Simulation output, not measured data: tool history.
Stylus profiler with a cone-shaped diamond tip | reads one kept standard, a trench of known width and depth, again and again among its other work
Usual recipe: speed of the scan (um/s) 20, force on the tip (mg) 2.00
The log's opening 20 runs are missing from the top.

run    hour  speed of the scan (um/s)  force on the tip (mg)  scans with this tip  hours of work since the height scale was calibrated  depth of the trench (nm)  width of the trench's floor (µm)
      655.2  -- height scale calibrated on a step standard
 21   694.4                        30                   2.00                 4885                                                   29                    499.41                             15.07
 22   741.4                        30                   2.00                 5106                                                   64                    499.36                             15.02
 23   786.6                        30                   2.00                 5318                                                   97                    499.24                             15.02
 24   808.6                        30                   2.00                 5422                                                  114                    499.52                             15.03
 25   857.5                        49                   1.96                 5652                                                  150                    499.16                             14.89
      877.0  -- height scale calibrated on a step standard, once more
 26   895.8                        32                   3.33                 5829                                                   14                    503.48                             15.02
 27   922.2                        18                   4.13                 5954                                                   34                    504.24                             15.08
 28   946.9                        18                   4.13                 6070                                                   52                    504.16                             15.08
 29   971.8                        18                   4.13                 6187                                                   70                    503.90                             15.14
 30  1017.5                        18                   4.13                 6402                                                  104                    503.90                             14.98
 31  1067.5                        18                   4.13                 6637                                                  141                    503.91                             14.98
 32  1088.9                        18                   4.13                 6738                                                  157                    503.57                             14.99
 33  1134.0                        18                   4.13                 6949                                                  191                    503.84                             15.04
 34  1177.4                        20                   0.97                 7154                                                  223                    501.06                             14.88
 35  1213.6                        43                   3.94                 7324                                                  250                    503.24                             14.87
 36  1246.4                        43                   3.94                 7478                                                  274                    503.26                             14.83
 37  1283.0                        43                   3.94                 7651                                                  301                    503.21                             14.88
 38  1311.1                        37                   2.16                 7783                                                  322                    501.91                             14.87
 39  1339.6                        37                   2.16                 7917                                                  343                    501.96                             14.79
 40  1379.2                        72                   0.71                 8103                                                  372                    500.30                             14.31
 41  1428.4                         7                   1.61                 8334                                                  409                    501.39                             14.90
 42  1468.3                         6                   2.00                 8522                                                  438                    501.38                             14.97
 43  1503.7                        16                   2.00                 8688                                                  465                    501.40                             14.88
 44  1546.1                        16                   2.00                 8888                                                  496                    501.31                             14.85
 45  1580.1                        16                   2.00                 9047                                                  521                    501.37                             14.86

5 options for the next run, each taken on its own from the tool as it stands now. Forecast them:
  A  1607.2                         8                   1.67                 9175                                                  541                         ?                                 ?
  B  1607.2                        26                   4.18                 9175                                                  541                         ?                                 ?
  C  1607.2                        14                   1.87                 9175                                                  541                         ?                                 ?
  D  1607.2                         9                   1.17                 9175                                                  541                         ?                                 ?
  E  1607.2                         7                   3.62                 9175                                                  541                         ?                                 ?

run  depth of the trench (nm)  width of the trench's floor (µm)
  A                    500.92                             14.88
  B                    502.83                             14.82
  C                    501.14                             14.85
  D                    500.23                             14.84
  E                    502.36                             14.90
The same runs, with their run-to-run variation unchanged, on a tool lacking any hidden condition would have given:
run  depth of the trench (nm)  width of the trench's floor (µm)
  A                    502.31                             15.59
  B                    504.23                             15.53
  C                    502.53                             15.57
  D                    501.62                             15.55
  E                    503.76                             15.61
